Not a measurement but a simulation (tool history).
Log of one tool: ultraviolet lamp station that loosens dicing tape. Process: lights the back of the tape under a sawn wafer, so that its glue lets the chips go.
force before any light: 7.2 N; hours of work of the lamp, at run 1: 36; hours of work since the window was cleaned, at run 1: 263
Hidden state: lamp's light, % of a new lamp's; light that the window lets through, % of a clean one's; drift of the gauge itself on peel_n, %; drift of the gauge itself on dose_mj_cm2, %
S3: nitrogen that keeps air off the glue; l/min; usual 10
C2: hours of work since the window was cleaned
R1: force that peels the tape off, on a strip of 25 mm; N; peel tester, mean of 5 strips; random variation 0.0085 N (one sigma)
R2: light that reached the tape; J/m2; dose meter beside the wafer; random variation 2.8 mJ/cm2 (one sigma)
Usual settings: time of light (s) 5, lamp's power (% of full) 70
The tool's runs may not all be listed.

run 1 hour=0 | time_of_light_(s)=5 lamp's_power_(%_of_full)=70 S3=10 | hours_of_work_of_the_lamp=36 C2=263 | R1=0.429 R2=3650
run 2 hour=14.5 | time_of_light_(s)=5 lamp's_power_(%_of_full)=70 S3=10 | hours_of_work_of_the_lamp=42 C2=269 | R1=0.421 R2=3620
run 3 hour=27 | time_of_light_(s)=5 lamp's_power_(%_of_full)=70 S3=10 | hours_of_work_of_the_lamp=48 C2=275 | R1=0.438 R2=3620
run 4 hour=42 | time_of_light_(s)=5 lamp's_power_(%_of_full)=70 S3=10 | hours_of_work_of_the_lamp=54 C2=282 | R1=0.446 R2=3630
run 5 hour=54.1 | time_of_light_(s)=5 lamp's_power_(%_of_full)=67 S3=10 | hours_of_work_of_the_lamp=60 C2=287 | R1=0.495 R2=3500
run 6 hour=69.7 | time_of_light_(s)=5 lamp's_power_(%_of_full)=67 S3=10 | hours_of_work_of_the_lamp=67 C2=294 | R1=0.514 R2=3380
run 7 hour=81.9 | time_of_light_(s)=5 lamp's_power_(%_of_full)=67 S3=8 | hours_of_work_of_the_lamp=72 C2=299 | R1=0.593 R2=3370
-- hour=93.9 window cleaned of glue's vapour
run 8 hour=96.2 | time_of_light_(s)=5 lamp's_power_(%_of_full)=67 S3=8 | hours_of_work_of_the_lamp=78 C2=1 | R1=0.519 R2=3680
run 9 hour=105.2 | time_of_light_(s)=5 lamp's_power_(%_of_full)=67 S3=8 | hours_of_work_of_the_lamp=82 C2=5 | R1=0.5 R2=3670
run 10 hour=112.8 | time_of_light_(s)=5 lamp's_power_(%_of_full)=67 S3=8 | hours_of_work_of_the_lamp=86 C2=8 | R1=0.511 R2=3680
run 11 hour=119.4 | time_of_light_(s)=5 lamp's_power_(%_of_full)=67 S3=8 | hours_of_work_of_the_lamp=89 C2=11 | R1=0.523 R2=3690
run 12 hour=132.7 | time_of_light_(s)=5 lamp's_power_(%_of_full)=67 S3=8 | hours_of_work_of_the_lamp=94 C2=17 | R1=0.514 R2=3620
run 13 hour=141.8 | time_of_light_(s)=5 lamp's_power_(%_of_full)=70 S3=10 | hours_of_work_of_the_lamp=98 C2=21 | R1=0.397 R2=3770
run 14 hour=150.6 | time_of_light_(s)=5 lamp's_power_(%_of_full)=70 S3=10 | hours_of_work_of_the_lamp=102 C2=25 | R1=0.381 R2=3820
run 15 hour=159.1 | time_of_light_(s)=5 lamp's_power_(%_of_full)=70 S3=10 | hours_of_work_of_the_lamp=106 C2=29 | R1=0.407 R2=3780
run 16 hour=174.9 | time_of_light_(s)=5 lamp's_power_(%_of_full)=70 S3=10 | hours_of_work_of_the_lamp=113 C2=36 | R1=0.396 R2=3760
run 17 hour=185.6 | time_of_light_(s)=5 lamp's_power_(%_of_full)=70 S3=10 | hours_of_work_of_the_lamp=118 C2=41 | R1=0.41 R2=3740
run 18 hour=200.2 | time_of_light_(s)=5 lamp's_power_(%_of_full)=70 S3=10 | hours_of_work_of_the_lamp=124 C2=47 | R1=0.407 R2=3750
run 19 hour=209.2 | time_of_light_(s)=5 lamp's_power_(%_of_full)=70 S3=8 | hours_of_work_of_the_lamp=128 C2=51 | R1=0.494 R2=3700
run 20 hour=223.4 | time_of_light_(s)=5 lamp's_power_(%_of_full)=70 S3=8 | hours_of_work_of_the_lamp=135 C2=58 | R1=0.502 R2=3730
run 21 hour=230.2 | time_of_light_(s)=7 lamp's_power_(%_of_full)=70 S3=10 | hours_of_work_of_the_lamp=138 C2=61 | R1=0.187 R2=5140
run 22 hour=237.1 | time_of_light_(s)=5 lamp's_power_(%_of_full)=70 S3=6 | hours_of_work_of_the_lamp=141 C2=64 | R1=0.639 R2=3740
run 23 hour=250.5 | time_of_light_(s)=5 lamp's_power_(%_of_full)=70 S3=6 | hours_of_work_of_the_lamp=147 C2=70 | R1=0.651 R2=3670
run 24 hour=265.3 | time_of_light_(s)=5 lamp's_power_(%_of_full)=70 S3=6 | hours_of_work_of_the_lamp=153 C2=76 | R1=0.68 R2=3660
run 25 hour=274.5 | time_of_light_(s)=4 lamp's_power_(%_of_full)=70 S3=5 | hours_of_work_of_the_lamp=158 C2=80 | R1=1.211 R2=2930
run 26 hour=289.9 | time_of_light_(s)=6 lamp's_power_(%_of_full)=70 S3=4 | hours_of_work_of_the_lamp=164 C2=87 | R1=0.673 R2=4330
run 27 hour=298 | time_of_light_(s)=6 lamp's_power_(%_of_full)=61 S3=3 | hours_of_work_of_the_lamp=168 C2=91 | R1=1.13 R2=3770
run 28 hour=306 | time_of_light_(s)=6 lamp's_power_(%_of_full)=61 S3=3 | hours_of_work_of_the_lamp=172 C2=94 | R1=1.084 R2=3800
run 29 hour=321 | time_of_light_(s)=7 lamp's_power_(%_of_full)=70 S3=14 | hours_of_work_of_the_lamp=178 C2=101 | R1=0.153 R2=5040
run 30 hour=331.3 | time_of_light_(s)=6 lamp's_power_(%_of_full)=67 S3=12 | hours_of_work_of_the_lamp=183 C2=106 | R1=0.278 R2=4110
run 31 hour=338.7 | time_of_light_(s)=6 lamp's_power_(%_of_full)=67 S3=12 | hours_of_work_of_the_lamp=186 C2=109 | R1=0.279 R2=4110
run 32 hour=345.4 | time_of_light_(s)=5 lamp's_power_(%_of_full)=72 S3=11 | hours_of_work_of_the_lamp=189 C2=112 | R1=0.387 R2=3660
run 33 hour=356 | time_of_light_(s)=4 lamp's_power_(%_of_full)=70 S3=10 | hours_of_work_of_the_lamp=194 C2=117 | R1=0.744 R2=2810
run 34 hour=371.3 | time_of_light_(s)=4 lamp's_power_(%_of_full)=70 S3=10 | hours_of_work_of_the_lamp=201 C2=123 | R1=0.734 R2=2810
run 35 hour=383.8 | time_of_light_(s)=4 lamp's_power_(%_of_full)=70 S3=10 | hours_of_work_of_the_lamp=206 C2=129 | R1=0.748 R2=2830
run 36 hour=391.1 | time_of_light_(s)=8 lamp's_power_(%_of_full)=92 S3=10 | hours_of_work_of_the_lamp=209 C2=132 | R1=0.122 R2=7460
run 37 hour=398.4 | time_of_light_(s)=8 lamp's_power_(%_of_full)=92 S3=10 | hours_of_work_of_the_lamp=213 C2=136 | R1=0.114 R2=7400
run 38 hour=412.2 | time_of_light_(s)=7 lamp's_power_(%_of_full)=70 S3=3 | hours_of_work_of_the_lamp=219 C2=142 | R1=0.651 R2=4900
run 39 hour=420.7 | time_of_light_(s)=5 lamp's_power_(%_of_full)=99 S3=9 | hours_of_work_of_the_lamp=223 C2=145 | R1=0.229 R2=4910
run 40 hour=429.1 | time_of_light_(s)=4 lamp's_power_(%_of_full)=72 S3=12 | hours_of_work_of_the_lamp=226 C2=149 | R1=0.631 R2=2860
run 41 hour=444.5 | time_of_light_(s)=5 lamp's_power_(%_of_full)=70 S3=17 | hours_of_work_of_the_lamp=233 C2=156 | R1=0.324 R2=3470
run 42 hour=460 | time_of_light_(s)=4 lamp's_power_(%_of_full)=73 S3=5 | hours_of_work_of_the_lamp=240 C2=163 | R1=1.235 R2=2910
run 43 hour=471.9 | time_of_light_(s)=7 lamp's_power_(%_of_full)=73 S3=5 | hours_of_work_of_the_lamp=245 C2=168 | R1=0.379 R2=5050
run 44 hour=481.1 | time_of_light_(s)=3 lamp's_power_(%_of_full)=66 S3=5 | hours_of_work_of_the_lamp=250 C2=172 | R1=2.226 R2=1930

Some steps in R1 between neighbouring runs. How much of each would the tool show without its hidden state too (settings, what came in, random variation), and how much is left for the hidden state, with any gauge scatter that isn't in both results?
Run 28 -> 29: time of light (s) 6 -> 7, lamp's power (% of full) 61 -> 70, S3 3 -> 14. R1 -0.931 N: hidden state -0.164, all else -0.767.
Run 41 -> 42: time of light (s) 5 -> 4, lamp's power (% of full) 70 -> 73, S3 17 -> 5. R1 +0.911 N: hidden state +0.196, all else +0.715.
Run 42 -> 43: time of light (s) 4 -> 7. R1 -0.856 N: hidden state -0.174, all else -0.682.
Run 43 -> 44: time of light (s) 7 -> 3, lamp's power (% of full) 73 -> 66. R1 +1.847 N: hidden state +0.285, all else +1.562.
